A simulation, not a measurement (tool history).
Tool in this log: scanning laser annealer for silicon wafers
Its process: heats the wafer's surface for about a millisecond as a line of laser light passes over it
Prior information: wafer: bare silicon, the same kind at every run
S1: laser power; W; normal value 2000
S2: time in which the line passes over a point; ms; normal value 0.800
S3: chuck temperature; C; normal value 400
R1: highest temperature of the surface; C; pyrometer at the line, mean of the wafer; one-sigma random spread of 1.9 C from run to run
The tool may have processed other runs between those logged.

{"run": 1, "hour": 0.0, "S1": 2000, "S2": 0.8, "S3": 400, "R1": 1158}
{"run": 2, "hour": 28.6, "S1": 2000, "S2": 0.8, "S3": 400, "R1": 1155}
{"run": 3, "hour": 53.3, "S1": 2000, "S2": 0.8, "S3": 400, "R1": 1153}
{"run": 4, "hour": 72.3, "S1": 2000, "S2": 0.8, "S3": 400, "R1": 1151}
{"run": 5, "hour": 92.6, "S1": 2000, "S2": 0.8, "S3": 400, "R1": 1154}
{"run": 6, "hour": 107.7, "S1": 2000, "S2": 0.8, "S3": 400, "R1": 1154}
{"run": 7, "hour": 141.8, "S1": 2000, "S2": 0.8, "S3": 400, "R1": 1153}
{"run": 8, "hour": 161.0, "S1": 1730, "S2": 0.8, "S3": 400, "R1": 1018}
{"run": 9, "hour": 189.4, "S1": 2000, "S2": 0.8, "S3": 386, "R1": 1140}
{"run": 10, "hour": 223.6, "S1": 1781, "S2": 0.8, "S3": 400, "R1": 1042}
{"run": 11, "hour": 256.3, "S1": 2000, "S2": 0.8, "S3": 429, "R1": 1177}
{"run": 12, "hour": 275.9, "S1": 2000, "S2": 0.8, "S3": 377, "R1": 1127}
{"run": 13, "hour": 291.5, "S1": 2000, "S2": 0.8, "S3": 400, "R1": 1149}
{"run": 14, "hour": 321.8, "S1": 2000, "S2": 0.8, "S3": 437, "R1": 1185}
{"run": 15, "hour": 354.1, "S1": 2120, "S2": 0.8, "S3": 400, "R1": 1207}
{"run": 16, "hour": 381.9, "S1": 2000, "S2": 0.622, "S3": 400, "R1": 1050}
{"run": 17, "hour": 412.4, "S1": 2000, "S2": 0.622, "S3": 400, "R1": 1052}
{"run": 18, "hour": 434.5, "S1": 2016, "S2": 0.8, "S3": 400, "R1": 1154}
{"run": 19, "hour": 454.5, "S1": 2000, "S2": 0.901, "S3": 379, "R1": 1174}
{"hour": 462.5, "done": "optics aligned, line set to its width"}
{"run": 20, "hour": 492.6, "S1": 1813, "S2": 0.901, "S3": 408, "R1": 1100}
{"run": 21, "hour": 524.6, "S1": 2120, "S2": 0.733, "S3": 424, "R1": 1187}
{"run": 22, "hour": 549.3, "S1": 2047, "S2": 0.854, "S3": 400, "R1": 1191}
{"hour": 567.3, "done": "optics aligned, line set to its width, once more"}
{"run": 23, "hour": 586.3, "S1": 2055, "S2": 0.678, "S3": 392, "R1": 1108}
{"run": 24, "hour": 610.6, "S1": 2055, "S2": 0.678, "S3": 392, "R1": 1111}
{"run": 25, "hour": 630.9, "S1": 1766, "S2": 0.8, "S3": 376, "R1": 1012}
{"run": 26, "hour": 659.5, "S1": 1766, "S2": 0.8, "S3": 376, "R1": 1014}
{"run": 27, "hour": 693.6, "S1": 1766, "S2": 0.8, "S3": 376, "R1": 1014}
{"run": 28, "hour": 721.3, "S1": 1744, "S2": 0.8, "S3": 363, "R1": 988}
{"run": 29, "hour": 748.6, "S1": 1722, "S2": 0.8, "S3": 400, "R1": 1012}
{"run": 30, "hour": 781.9, "S1": 2174, "S2": 0.767, "S3": 402, "R1": 1221}
{"run": 31, "hour": 797.5, "S1": 2032, "S2": 0.664, "S3": 402, "R1": 1095}
{"run": 32, "hour": 831.2, "S1": 2032, "S2": 0.664, "S3": 370, "R1": 1061}
{"run": 33, "hour": 851.0, "S1": 1763, "S2": 0.8, "S3": 400, "R1": 1033}
{"run": 34, "hour": 880.7, "S1": 1763, "S2": 0.8, "S3": 400, "R1": 1032}
{"run": 35, "hour": 908.5, "S1": 2000, "S2": 0.683, "S3": 400, "R1": 1086}

5 ways to go on from here, each from the tool as it stands after run 35. What would each give?
{"run": "A", "hour": 939.8, "S1": 2040, "S2": 0.732, "S3": 382, "R1": "?"}
{"run": "B", "hour": 939.8, "S1": 1843, "S2": 0.626, "S3": 407, "R1": "?"}
{"run": "C", "hour": 939.8, "S1": 1711, "S2": 0.8, "S3": 380, "R1": "?"}
{"run": "D", "hour": 939.8, "S1": 2000, "S2": 0.765, "S3": 385, "R1": "?"}
{"run": "E", "hour": 939.8, "S1": 2000, "S2": 0.981, "S3": 400, "R1": "?"}

run=A R1=1112
run=B R1=994
run=C R1=982
run=D R1=1111
run=E R1=1235
Had the tool no hidden state, the same runs would have come out as:
run=A R1=1143
run=B R1=1019
run=C R1=1007
run=D R1=1141
run=E R1=1269

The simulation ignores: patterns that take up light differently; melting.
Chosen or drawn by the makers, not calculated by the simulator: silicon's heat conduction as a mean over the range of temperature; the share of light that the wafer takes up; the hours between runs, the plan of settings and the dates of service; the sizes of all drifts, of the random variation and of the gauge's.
